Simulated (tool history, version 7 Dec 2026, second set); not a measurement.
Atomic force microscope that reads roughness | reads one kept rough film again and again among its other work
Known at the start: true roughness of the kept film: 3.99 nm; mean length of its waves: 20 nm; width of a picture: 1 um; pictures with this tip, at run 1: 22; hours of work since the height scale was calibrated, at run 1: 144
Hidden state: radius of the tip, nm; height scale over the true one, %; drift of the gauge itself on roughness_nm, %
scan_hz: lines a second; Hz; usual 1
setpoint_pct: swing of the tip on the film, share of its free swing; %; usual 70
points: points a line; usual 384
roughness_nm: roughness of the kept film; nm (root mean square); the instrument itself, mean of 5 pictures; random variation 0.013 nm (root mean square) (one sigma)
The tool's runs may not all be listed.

| run | day | scan_hz | setpoint_pct | points | pictures with this tip | hours of work since the height scale was calibrated | roughness_nm |
|---|---|---|---|---|---|---|---|
| 1 | 0 | 1 | 70 | 384 | 22 | 144 | 3.087 |
| 2 | 1.783 | 1 | 70 | 384 | 91 | 167 | 3.056 |
| 3 | 3.862 | 1 | 70 | 803 | 172 | 194 | 3.122 |
|  | 4.771 | new tip fitted |
| 4 | 6.025 | 1 | 70 | 634 | 48 | 221 | 3.087 |
| 5 | 7.467 | 2.45 | 70 | 384 | 104 | 240 | 2.802 |
|  | 9.979 | new tip fitted |
| 6 | 10.675 | 2.45 | 70 | 384 | 27 | 280 | 2.83 |
| 7 | 13.246 | 2.45 | 70 | 384 | 127 | 313 | 2.827 |
|  | 15.146 | new tip fitted |
| 8 | 16.496 | 2.45 | 70 | 384 | 53 | 355 | 2.813 |
| 9 | 18.462 | 2.45 | 70 | 384 | 129 | 380 | 2.803 |
|  | 20.279 | new tip fitted |
| 10 | 20.962 | 2.45 | 70 | 384 | 26 | 411 | 2.821 |
| 11 | 23.583 | 2.45 | 70 | 384 | 128 | 445 | 2.823 |
|  | 25.471 | new tip fitted |
| 12 | 26.812 | 2.45 | 70 | 613 | 52 | 486 | 2.858 |
| 13 | 29.708 | 2.45 | 70 | 613 | 164 | 523 | 2.829 |
|  | 30.708 | new tip fitted |
| 14 | 31.329 | 1 | 70 | 646 | 24 | 543 | 3.096 |
| 15 | 34.217 | 1 | 59 | 646 | 136 | 580 | 3.189 |
|  | 35.892 | new tip fitted |
| 16 | 36.6 | 0.78 | 59 | 646 | 28 | 610 | 3.207 |
| 17 | 39.246 | 2.18 | 70 | 384 | 130 | 644 | 2.867 |
| 18 | 40.762 | 1 | 70 | 384 | 189 | 664 | 3.061 |
|  | 41.008 | new tip fitted |
| 19 | 42.629 | 1 | 70 | 384 | 63 | 687 | 3.079 |
| 20 | 45.283 | 1 | 70 | 384 | 166 | 721 | 3.053 |
|  | 46.167 | new tip fitted |
| 21 | 46.892 | 1 | 70 | 384 | 28 | 741 | 3.073 |
| 22 | 48.821 | 1 | 70 | 384 | 103 | 766 | 3.07 |
| 23 | 51.033 | 1 | 70 | 384 | 188 | 794 | 3.053 |
|  | 51.342 | new tip fitted |
| 24 | 52.371 | 1 | 70 | 384 | 40 | 811 | 3.072 |
| 25 | 55.412 | 1 | 67 | 970 | 157 | 850 | 3.133 |
|  | 56.483 | new tip fitted |
| 26 | 58.254 | 1 | 67 | 970 | 69 | 886 | 3.136 |
| 27 | 60.971 | 1 | 70 | 1000 | 174 | 921 | 3.095 |
|  | 61.867 | new tip fitted |
| 28 | 62.775 | 1.29 | 70 | 384 | 35 | 944 | 3.028 |
| 29 | 64.279 | 1.29 | 70 | 384 | 93 | 963 | 2.997 |
|  | 67.058 | new tip fitted |
| 30 | 67.058 | 0.55 | 71 | 384 | 0 | 998 | 3.133 |
| 31 | 69.725 | 0.55 | 71 | 384 | 104 | 1032 | 3.152 |
| 32 | 71.842 | 3.12 | 57 | 465 | 186 | 1059 | 3.022 |
|  | 72.35 | new tip fitted |
| 33 | 74.058 | 2.95 | 83 | 372 | 66 | 1087 | 2.362 |
| 34 | 75.817 | 2.95 | 83 | 372 | 134 | 1110 | 2.361 |
| 35 | 77.312 | 0.69 | 83 | 384 | 192 | 1129 | 2.999 |
|  | 77.496 | new tip fitted |
| 36 | 79.888 | 0.69 | 83 | 384 | 93 | 1162 | 2.981 |
|  | 82.717 | new tip fitted |
| 37 | 83.142 | 1.18 | 67 | 278 | 16 | 1203 | 3.037 |
| 38 | 85.225 | 0.64 | 67 | 621 | 97 | 1229 | 3.19 |
|  | 87.871 | new tip fitted |
| 39 | 87.871 | 0.64 | 67 | 621 | 0 | 1263 | 3.216 |
| 40 | 90.117 | 3.97 | 77 | 689 | 87 | 1292 | 2.408 |
|  | 91.938 | height scale calibrated on a step standard |
| 41 | 91.938 | 1 | 70 | 822 | 156 | 0 | 3.128 |
|  | 93.183 | new tip fitted |
| 42 | 94.592 | 1 | 79 | 384 | 55 | 34 | 2.96 |
| 43 | 96.908 | 1.15 | 88 | 473 | 145 | 63 | 2.752 |
|  | 98.458 | new tip fitted |
| 44 | 99.383 | 1.15 | 88 | 473 | 36 | 95 | 2.781 |
| 45 | 101.233 | 1.1 | 61 | 384 | 107 | 118 | 3.135 |
|  | 103.721 | new tip fitted |
| 46 | 104.138 | 1.1 | 61 | 384 | 16 | 155 | 3.146 |
| 47 | 106.517 | 1.1 | 61 | 384 | 108 | 185 | 3.142 |

The same runs without the tool's hidden state, with the same run-to-run variation:
| run | roughness_nm |
|---|---|
| 1 | 3.089 |
| 2 | 3.064 |
| 3 | 3.136 |
| 4 | 3.091 |
| 5 | 2.81 |
| 6 | 2.833 |
| 7 | 2.837 |
| 8 | 2.817 |
| 9 | 2.812 |
| 10 | 2.823 |
| 11 | 2.832 |
| 12 | 2.862 |
| 13 | 2.841 |
| 14 | 3.099 |
| 15 | 3.201 |
| 16 | 3.21 |
| 17 | 2.876 |
| 18 | 3.076 |
| 19 | 3.084 |
| 20 | 3.067 |
| 21 | 3.075 |
| 22 | 3.079 |
| 23 | 3.069 |
| 24 | 3.076 |
| 25 | 3.146 |
| 26 | 3.143 |
| 27 | 3.109 |
| 28 | 3.031 |
| 29 | 3.004 |
| 30 | 3.134 |
| 31 | 3.161 |
| 32 | 3.037 |
| 33 | 2.366 |
| 34 | 2.37 |
| 35 | 3.014 |
| 36 | 2.99 |
| 37 | 3.04 |
| 38 | 3.199 |
| 39 | 3.216 |
| 40 | 2.414 |
| 41 | 3.14 |
| 42 | 2.964 |
| 43 | 2.762 |
| 44 | 2.784 |
| 45 | 3.144 |
| 46 | 3.147 |
| 47 | 3.15 |

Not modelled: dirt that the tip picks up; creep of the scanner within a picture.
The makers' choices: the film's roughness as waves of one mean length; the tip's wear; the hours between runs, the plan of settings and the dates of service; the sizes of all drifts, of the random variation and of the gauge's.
